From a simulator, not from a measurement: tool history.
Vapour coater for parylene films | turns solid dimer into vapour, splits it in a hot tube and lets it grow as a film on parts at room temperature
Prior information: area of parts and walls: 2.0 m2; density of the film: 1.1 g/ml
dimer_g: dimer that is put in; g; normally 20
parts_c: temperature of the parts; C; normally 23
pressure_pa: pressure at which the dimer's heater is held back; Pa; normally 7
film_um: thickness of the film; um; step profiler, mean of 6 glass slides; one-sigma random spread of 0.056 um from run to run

run,day,dimer_g,parts_c,pressure_pa,film_um
1,0,20,23,7,6.48
2,1.392,20,23,3.22,7.41
3,3.642,20,23,3.22,7.22
4,4.946,20,23,3.22,7.47
5,6.283,20,23,3.22,7.41
6,8.229,20,23,3.22,7.4
7,10.492,20,33,3.22,6.13
8,11.679,20,33,3.22,6.22
9,13.15,20,30,3.22,6.49
10,15.246,20,23,7,6.46
11,17.571,20,27,7,5.98
12,19.967,20,17,7,7.32
# day 21.129: table's thermometer calibrated
# day 22.083: trap's valve overhauled
13,22.283,20,17,7,7.33
14,24.467,20,17,7,7.32
15,26.088,20,15,6.57,7.61
16,27.688,20,23,2.86,7.53
17,29.938,14,23,7,4.61
18,32.321,14,23,7,4.49
19,34.417,22,23,6.78,7.2
20,36.325,20,20,5.94,7.11
21,37.688,12,23,4.01,4.29
22,39.412,28,29,7,8.09
23,40.629,28,29,7,8.22
24,43,29,18,5.63,10.77
25,45.733,29,18,5.63,10.72
26,47.771,20,31,7,5.66

What if the next run were any one of these 3? Each begins from the tool's condition after run 26:
A,49,12,21,6.23,?
B,49,29,19,7.96,?
C,49,20,20,2.12,?

run,film_um
A,4.09
B,9.9
C,8.43
The same runs, with their run-to-run variation unchanged, on a tool lacking any hidden condition would have given:
run,film_um
A,4.11
B,9.96
C,8.49
